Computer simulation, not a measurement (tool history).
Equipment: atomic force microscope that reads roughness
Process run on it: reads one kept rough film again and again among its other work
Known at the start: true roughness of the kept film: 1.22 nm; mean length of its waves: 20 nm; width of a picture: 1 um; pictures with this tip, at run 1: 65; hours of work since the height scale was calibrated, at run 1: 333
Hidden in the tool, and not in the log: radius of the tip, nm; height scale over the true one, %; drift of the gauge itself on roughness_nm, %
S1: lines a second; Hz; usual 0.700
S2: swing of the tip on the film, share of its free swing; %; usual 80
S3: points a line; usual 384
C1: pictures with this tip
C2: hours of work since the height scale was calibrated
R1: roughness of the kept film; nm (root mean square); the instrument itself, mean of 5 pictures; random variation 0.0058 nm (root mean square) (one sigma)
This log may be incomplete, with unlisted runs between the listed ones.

Run 1, hour 0.0: usual settings; C1 65; C2 333. Result: R1 0.987 nm (root mean square).
Run 2, hour 10.1: usual settings; C1 80; C2 341. Result: R1 0.979 nm (root mean square).
Run 3, hour 17.3: usual settings but S2 70 %; C1 91; C2 346. Result: R1 0.979 nm (root mean square).
Run 4, hour 30.1: usual settings but S3 492; C1 110; C2 356. Result: R1 0.953 nm (root mean square).
Run 5, hour 42.5: usual settings but S3 492; C1 129; C2 365. Result: R1 0.937 nm (root mean square).
Run 6, hour 49.6: usual settings but S1 1.553 Hz; C1 139; C2 370. Result: R1 0.844 nm (root mean square).
At hour 60.4: new tip fitted.
Run 7, hour 63.1: usual settings but S1 1.553 Hz; C1 4; C2 380. Result: R1 0.973 nm (root mean square).
Run 8, hour 73.5: usual settings but S3 431; C1 19; C2 388. Result: R1 1.039 nm (root mean square).
Run 9, hour 86.4: usual settings but S2 81 %; C1 38; C2 398. Result: R1 1.013 nm (root mean square).
Run 10, hour 98.7: usual settings but S2 81 %; C1 57; C2 407. Result: R1 0.999 nm (root mean square).
Run 11, hour 109.2: usual settings but S1 1.289 Hz, S2 61 %, S3 925; C1 72; C2 415. Result: R1 1.021 nm (root mean square).
Run 12, hour 120.9: usual settings but S1 3.668 Hz, S2 61 %, S3 410; C1 90; C2 424. Result: R1 0.924 nm (root mean square).
Run 13, hour 130.3: usual settings but S1 2.119 Hz, S2 79 %, S3 558; C1 104; C2 431. Result: R1 0.851 nm (root mean square).
Run 14, hour 139.1: usual settings but S1 0.709 Hz, S2 79 %, S3 558; C1 117; C2 437. Result: R1 0.955 nm (root mean square).
At hour 141.0: height scale calibrated on a step standard.
Run 15, hour 149.5: usual settings but S1 2.731 Hz, S2 59 %, S3 300; C1 131; C2 6. Result: R1 0.914 nm (root mean square).
Run 16, hour 156.9: usual settings but S1 2.731 Hz, S2 59 %, S3 300; C1 142; C2 12. Result: R1 0.905 nm (root mean square).
At hour 166.2: new tip fitted.
Run 17, hour 169.8: usual settings but S2 69 %; C1 6; C2 21. Result: R1 1.086 nm (root mean square).
Run 18, hour 176.1: usual settings but S1 3.259 Hz, S2 63 %; C1 15; C2 26. Result: R1 0.982 nm (root mean square).
At hour 182.2: height scale calibrated on a step standard, once more.
Run 19, hour 185.0: usual settings but S1 2.104 Hz, S2 70 %, S3 573; C1 27; C2 2. Result: R1 0.979 nm (root mean square).

Here are 3 independent what-if runs from the current tool condition. What would each one return?
Run A, hour 193.0: usual settings but S2 82 %; C1 39; C2 8. Result: R1 ?.
Run B, hour 193.0: usual settings but S1 1.462 Hz, S2 83 %; C1 39; C2 8. Result: R1 ?.
Run C, hour 193.0: usual settings but S1 0.583 Hz, S3 894; C1 39; C2 8. Result: R1 ?.

run     R1
  A  1.011
  B  0.930
  C  1.044
Without the tool's unlogged condition, the same runs would have read:
run     R1
  A  1.051
  B  0.967
  C  1.085
